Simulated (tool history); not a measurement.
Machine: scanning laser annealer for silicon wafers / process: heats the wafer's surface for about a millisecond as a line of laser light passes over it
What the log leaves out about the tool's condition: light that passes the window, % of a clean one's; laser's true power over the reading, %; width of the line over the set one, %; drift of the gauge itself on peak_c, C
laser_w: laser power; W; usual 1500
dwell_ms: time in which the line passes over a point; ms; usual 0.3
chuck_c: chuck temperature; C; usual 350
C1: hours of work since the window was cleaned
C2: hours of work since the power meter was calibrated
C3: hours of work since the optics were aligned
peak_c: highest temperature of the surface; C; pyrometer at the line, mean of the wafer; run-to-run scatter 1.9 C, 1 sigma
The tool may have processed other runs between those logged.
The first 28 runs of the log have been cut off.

{"run": 29, "hour": 300.9, "laser_w": 1500, "dwell_ms": 0.3, "chuck_c": 384, "C1": 501, "C2": 510, "C3": 524, "peak_c": 1131}
{"run": 30, "hour": 313.3, "laser_w": 1426, "dwell_ms": 0.3, "chuck_c": 313, "C1": 509, "C2": 519, "C3": 532, "peak_c": 1007}
{"run": 31, "hour": 322.9, "laser_w": 1279, "dwell_ms": 0.343, "chuck_c": 388, "C1": 516, "C2": 525, "C3": 539, "peak_c": 1030}
{"run": 32, "hour": 331.2, "laser_w": 1436, "dwell_ms": 0.362, "chuck_c": 335, "C1": 522, "C2": 531, "C3": 545, "peak_c": 1098}
{"run": 33, "hour": 343.3, "laser_w": 1427, "dwell_ms": 0.362, "chuck_c": 379, "C1": 530, "C2": 540, "C3": 553, "peak_c": 1134}
{"run": 34, "hour": 350.6, "laser_w": 1427, "dwell_ms": 0.212, "chuck_c": 379, "C1": 536, "C2": 545, "C3": 558, "peak_c": 974}
{"run": 35, "hour": 359.6, "laser_w": 1341, "dwell_ms": 0.218, "chuck_c": 336, "C1": 542, "C2": 551, "C3": 565, "peak_c": 890}
{"run": 36, "hour": 371.2, "laser_w": 1341, "dwell_ms": 0.218, "chuck_c": 336, "C1": 550, "C2": 559, "C3": 573, "peak_c": 892}
{"run": 37, "hour": 385.4, "laser_w": 1341, "dwell_ms": 0.218, "chuck_c": 336, "C1": 560, "C2": 569, "C3": 583, "peak_c": 894}
{"run": 38, "hour": 398.0, "laser_w": 1329, "dwell_ms": 0.219, "chuck_c": 380, "C1": 569, "C2": 578, "C3": 591, "peak_c": 932}
{"run": 39, "hour": 410.0, "laser_w": 1329, "dwell_ms": 0.219, "chuck_c": 380, "C1": 577, "C2": 586, "C3": 600, "peak_c": 928}
{"run": 40, "hour": 420.3, "laser_w": 1329, "dwell_ms": 0.344, "chuck_c": 355, "C1": 584, "C2": 593, "C3": 607, "peak_c": 1028}
{"run": 41, "hour": 434.3, "laser_w": 1450, "dwell_ms": 0.273, "chuck_c": 355, "C1": 594, "C2": 603, "C3": 617, "peak_c": 1033}

Branching from run 41: 4 alternative next runs. What would each branch give?
{"run": "A", "hour": 448.1, "laser_w": 1450, "dwell_ms": 0.245, "chuck_c": 355, "C1": 604, "C2": 613, "C3": 626, "peak_c": "?"}
{"run": "B", "hour": 448.1, "laser_w": 1581, "dwell_ms": 0.27, "chuck_c": 341, "C1": 604, "C2": 613, "C3": 626, "peak_c": "?"}
{"run": "C", "hour": 448.1, "laser_w": 1459, "dwell_ms": 0.258, "chuck_c": 343, "C1": 604, "C2": 613, "C3": 626, "peak_c": "?"}
{"run": "D", "hour": 448.1, "laser_w": 1500, "dwell_ms": 0.3, "chuck_c": 359, "C1": 604, "C2": 613, "C3": 626, "peak_c": "?"}

run=A peak_c=1006
run=B peak_c=1099
run=C peak_c=1013
run=D peak_c=1102
Without the tool's unlogged condition, the same runs would have read:
run=A peak_c=1007
run=B peak_c=1101
run=C peak_c=1014
run=D peak_c=1104
